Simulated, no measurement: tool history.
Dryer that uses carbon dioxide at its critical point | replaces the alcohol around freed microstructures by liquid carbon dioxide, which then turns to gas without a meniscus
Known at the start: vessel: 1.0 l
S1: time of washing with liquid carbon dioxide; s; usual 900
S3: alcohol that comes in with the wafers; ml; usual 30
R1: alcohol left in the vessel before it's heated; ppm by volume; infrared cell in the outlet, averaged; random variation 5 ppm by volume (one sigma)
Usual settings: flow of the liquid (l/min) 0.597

Run 1, day 0: usual settings. Result: R1 101 ppm by volume.
Run 2, day 1.375: usual settings but S3 41 ml. Result: R1 146 ppm by volume.
At day 1.779: inlet filter changed.
Run 3, day 2.092: usual settings but S3 66 ml. Result: R1 98 ppm by volume.
Run 4, day 2.879: usual settings. Result: R1 53 ppm by volume.
Run 5, day 4.204: usual settings. Result: R1 54 ppm by volume.
Run 6, day 5.758: usual settings but flow of the liquid (l/min) 0.398. Result: R1 410 ppm by volume.
Run 7, day 6.446: usual settings but flow of the liquid (l/min) 0.398, S3 39 ml. Result: R1 510 ppm by volume.
Run 8, day 7.288: usual settings but flow of the liquid (l/min) 0.398, S3 39 ml. Result: R1 531 ppm by volume.
Run 9, day 8.271: usual settings but flow of the liquid (l/min) 0.398, S3 39 ml. Result: R1 540 ppm by volume.
Run 10, day 9.062: usual settings but S3 29 ml. Result: R1 65 ppm by volume.
Run 11, day 10.075: usual settings but flow of the liquid (l/min) 0.39. Result: R1 481 ppm by volume.
Run 12, day 11.058: usual settings but flow of the liquid (l/min) 0.39. Result: R1 497 ppm by volume.
Run 13, day 12.421: usual settings but flow of the liquid (l/min) 0.996. Result: R1 42 ppm by volume.
Run 14, day 13.392: usual settings but flow of the liquid (l/min) 0.996. Result: R1 26 ppm by volume.
Run 15, day 14.25: usual settings but S1 600 s, flow of the liquid (l/min) 0.481, S3 39 ml. Result: R1 1268 ppm by volume.
Run 16, day 15.279: usual settings but S1 780 s, flow of the liquid (l/min) 0.388, S3 39 ml. Result: R1 1178 ppm by volume.
Run 17, day 16.217: usual settings but S1 720 s, flow of the liquid (l/min) 0.783, S3 45 ml. Result: R1 83 ppm by volume.
Run 18, day 17.438: usual settings but S1 720 s, flow of the liquid (l/min) 0.417, S3 28 ml. Result: R1 862 ppm by volume.
Run 19, day 18.2: usual settings but S1 780 s, flow of the liquid (l/min) 0.45, S3 26 ml. Result: R1 466 ppm by volume.
Run 20, day 19.629: usual settings but S1 600 s. Result: R1 463 ppm by volume.
Run 21, day 20.679: usual settings but S1 600 s. Result: R1 478 ppm by volume.
Run 22, day 21.729: usual settings but flow of the liquid (l/min) 0.951. Result: R1 49 ppm by volume.
Run 23, day 22.704: usual settings but flow of the liquid (l/min) 0.951. Result: R1 59 ppm by volume.
Run 24, day 23.871: usual settings but flow of the liquid (l/min) 0.951. Result: R1 51 ppm by volume.
Run 25, day 24.75: usual settings but flow of the liquid (l/min) 0.951. Result: R1 59 ppm by volume.
Run 26, day 25.675: usual settings but S1 1020 s, flow of the liquid (l/min) 0.72. Result: R1 65 ppm by volume.

Forecast each of these 5 alternatives for the next run:
Run A, day 26.667: usual settings but S1 840 s, flow of the liquid (l/min) 0.413, S3 34 ml. Result: R1 ?.
Run B, day 26.667: usual settings but S1 1020 s, flow of the liquid (l/min) 0.49. Result: R1 ?.
Run C, day 26.667: usual settings but S1 660 s, flow of the liquid (l/min) 0.698, S3 29 ml. Result: R1 ?.
Run D, day 26.667: usual settings but S1 660 s, flow of the liquid (l/min) 0.72, S3 21 ml. Result: R1 ?.
Run E, day 26.667: usual settings but S1 1140 s, flow of the liquid (l/min) 0.986, S3 58 ml. Result: R1 ?.

run   R1
  A  734
  B  158
  C  194
  D  134
  E   53
Without the tool's hidden state the same runs would have given:
run   R1
  A  461
  B   63
  C   85
  D   49
  E    2
